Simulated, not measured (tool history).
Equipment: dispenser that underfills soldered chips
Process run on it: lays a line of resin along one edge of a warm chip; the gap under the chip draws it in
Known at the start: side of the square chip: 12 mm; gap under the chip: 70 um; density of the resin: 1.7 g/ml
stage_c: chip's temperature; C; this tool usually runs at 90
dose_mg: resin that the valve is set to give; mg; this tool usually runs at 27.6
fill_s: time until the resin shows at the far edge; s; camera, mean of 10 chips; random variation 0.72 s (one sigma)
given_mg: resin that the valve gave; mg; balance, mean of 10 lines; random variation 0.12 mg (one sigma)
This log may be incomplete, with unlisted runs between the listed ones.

run	hour	stage_c	dose_mg	fill_s	given_mg
1	0.0	90	27.6	83.6	27.11
# hour 2.1: new syringe of resin
2	9.1	90	27.6	86.0	27.07
# hour 10.8: new syringe of resin
3	13.6	90	27.6	74.2	26.98
# hour 19.7: new syringe of resin
4	22.5	82	27.6	109.5	26.62
# hour 28.4: new syringe of resin
5	29.2	82	27.6	100.8	26.75
# hour 37.0: new syringe of resin
6	37.0	82	27.6	97.4	26.76
7	42.9	82	27.6	118.8	26.55
# hour 45.9: new syringe of resin
8	51.2	92	27.6	76.0	26.29
# hour 54.5: new syringe of resin
9	59.2	85	27.6	102.9	26.27
# hour 63.4: new syringe of resin
10	64.8	105	26.9	38.7	25.19
11	69.7	104	32.9	47.0	30.92
# hour 72.0: new syringe of resin
12	76.8	93	24.8	69.9	23.39
# hour 80.6: new syringe of resin
13	83.1	90	27.7	75.7	25.85

Table of differences, measured result less the result of that run with no hidden state. Run-to-run variation is the same in both. Gauge scatter possibly is not:
Hidden state at play: resin's viscosity, % of fresh resin's; dose that the valve gives, % of what is set; true chip temperature over the reading, C; drift of the gauge itself on fill_s, %; drift of the gauge itself on given_mg, %.
run	fill_s	given_mg
1	+18.5	-0.46
2	+21.1	-0.62
3	+9.2	-0.69
4	+13.9	-0.82
5	+7.2	-0.94
6	+2.4	-1.07
7	+24.6	-1.16
8	+15.5	-1.28
9	+20.2	-1.42
10	+3.2	-1.46
11	+10.4	-1.88
12	+13.2	-1.54
13	+9.2	-1.80

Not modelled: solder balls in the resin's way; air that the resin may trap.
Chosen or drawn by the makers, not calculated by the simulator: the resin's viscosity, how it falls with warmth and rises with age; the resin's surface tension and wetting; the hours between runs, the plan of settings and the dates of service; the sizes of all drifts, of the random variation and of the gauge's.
